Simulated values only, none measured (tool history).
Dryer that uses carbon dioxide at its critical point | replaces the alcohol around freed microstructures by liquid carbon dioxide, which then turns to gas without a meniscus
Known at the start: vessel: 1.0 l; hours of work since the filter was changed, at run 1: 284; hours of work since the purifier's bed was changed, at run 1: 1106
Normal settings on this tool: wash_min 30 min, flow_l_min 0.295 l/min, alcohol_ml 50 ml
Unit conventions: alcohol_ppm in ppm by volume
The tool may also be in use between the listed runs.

run   hour  wash_min  flow_l_min  alcohol_ml  hours of work since the filter was changed  hours of work since the purifier's bed was changed  alcohol_ppm
  1    0.0        30       0.295          50                                         284                                                1106          253
      20.1  -- purifier's bed changed
  2   36.3        30       0.295          50                                         303                                                   9           18
  3   73.1        30       0.295          50                                         323                                                  30           30
  4   93.4        30       0.295          50                                         335                                                  41           29
  5  136.5        30       0.295          50                                         359                                                  65           44
     150.3  -- inlet filter changed
  6  179.6        30       0.295          50                                          16                                                  88           42
  7  213.6        30       0.295          50                                          35                                                 107           44
  8  246.7        30       0.295          50                                          54                                                 126           51
  9  269.9        30       0.295          50                                          67                                                 139           52
 10  314.2        30       0.432          45                                          91                                                 163           48
 11  359.8        38       0.345          96                                         117                                                 189           56
 12  388.9        38       0.249          34                                         133                                                 205           57

Results for each run, recomputed without the tool's hidden state and with each run's random variation untouched:
What the log doesn't record here: flow that reaches the vessel past the clogged filter, %; alcohol in the recycled carbon dioxide, ppm; drift of the gauge itself on alcohol_ppm, %.
run  alcohol_ppm
  1            8
  2            5
  3           12
  4            8
  5           17
  6           19
  7           16
  8           19
  9           17
 10            9
 11           12
 12            9

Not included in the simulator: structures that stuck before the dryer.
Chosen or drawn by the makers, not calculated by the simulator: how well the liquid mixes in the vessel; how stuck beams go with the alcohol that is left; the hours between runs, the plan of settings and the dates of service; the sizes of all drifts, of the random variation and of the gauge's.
